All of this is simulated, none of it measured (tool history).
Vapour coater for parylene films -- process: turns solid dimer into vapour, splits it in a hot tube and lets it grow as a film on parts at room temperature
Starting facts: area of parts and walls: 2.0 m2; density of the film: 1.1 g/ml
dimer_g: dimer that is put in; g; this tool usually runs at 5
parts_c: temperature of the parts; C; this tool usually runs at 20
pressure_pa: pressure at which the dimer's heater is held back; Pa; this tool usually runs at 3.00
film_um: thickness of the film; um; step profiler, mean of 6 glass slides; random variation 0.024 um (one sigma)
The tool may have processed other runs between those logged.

run    day  dimer_g  parts_c  pressure_pa  film_um
  1  0.000        5       20         3.00     1.56
  2  0.954        5       20         3.00     1.55
  3  1.646        6       20         3.00     1.91
  4  2.312        5       20         3.00     1.52
  5  3.267        5       31         3.00     1.18
  6  4.500        5       31         3.00     1.20
  7  5.608        4       19         3.00     1.26
  8  6.208        8       20        10.41     2.17
  9  7.462        8       25         3.93     2.17
 10  8.125        8       25         3.93     2.14

The next listed run, before its measurement:
 11  8.979        8       25         3.93        ?

{"run 11": {"film_um": 2.13}}
Were there no unlogged condition in the tool, this run, its random variation unchanged, would have produced film_um 2.14 um.
